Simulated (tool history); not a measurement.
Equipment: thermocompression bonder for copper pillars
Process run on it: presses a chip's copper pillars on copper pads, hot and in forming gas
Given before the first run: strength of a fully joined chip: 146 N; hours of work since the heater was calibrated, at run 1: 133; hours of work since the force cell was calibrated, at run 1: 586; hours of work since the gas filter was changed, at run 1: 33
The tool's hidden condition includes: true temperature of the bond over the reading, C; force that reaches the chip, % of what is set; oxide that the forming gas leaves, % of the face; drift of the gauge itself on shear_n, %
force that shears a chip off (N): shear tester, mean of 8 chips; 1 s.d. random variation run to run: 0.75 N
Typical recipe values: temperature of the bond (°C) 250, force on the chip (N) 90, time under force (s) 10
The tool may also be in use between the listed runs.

run    day  temperature of the bond (°C)  force on the chip (N)  time under force (s)  hours of work since the heater was calibrated  hours of work since the force cell was calibrated  hours of work since the gas filter was changed  force that shears a chip off (N)
  1  0.000                           250                     90                    10                                            133                                                586                                              33                              75.0
  2  0.208                           250                     90                    10                                            135                                                588                                              35                              74.7
  3  0.379                           250                     90                    10                                            137                                                590                                              36                              74.3
  4  0.554                           250                     90                    17                                            139                                                592                                              38                              89.3
  5  0.850                           250                     68                    10                                            142                                                595                                              41                              58.8
  6  1.092                           240                     90                     6                                            144                                                598                                              44                              52.4
  7  1.379                           245                    102                     9                                            147                                                601                                              47                              72.1
  8  1.583                           252                    117                     9                                            149                                                603                                              49                              88.8
  9  1.800                           252                    117                     9                                            152                                                605                                              51                              88.6
 10  2.058                           250                    128                    10                                            154                                                608                                              54                              94.4

Below are 5 alternative next runs, each starting from the tool's condition after run 10. Predict each:
  A  2.342                           250                    128                    18                                            157                                                611                                              57                                 ?
  B  2.342                           235                    128                    10                                            157                                                611                                              57                                 ?
  C  2.342                           250                     79                    10                                            157                                                611                                              57                                 ?
  D  2.342                           250                    115                    10                                            157                                                611                                              57                                 ?
  E  2.342                           226                     90                    15                                            157                                                611                                              57                                 ?

run  force that shears a chip off (N)
  A                             111.0
  B                              77.7
  C                              66.7
  D                              88.1
  E                              58.7
With no hidden state in the tool, these same runs would have given:
run  force that shears a chip off (N)
  A                             110.9
  B                              77.6
  C                              66.6
  D                              88.0
  E                              58.7
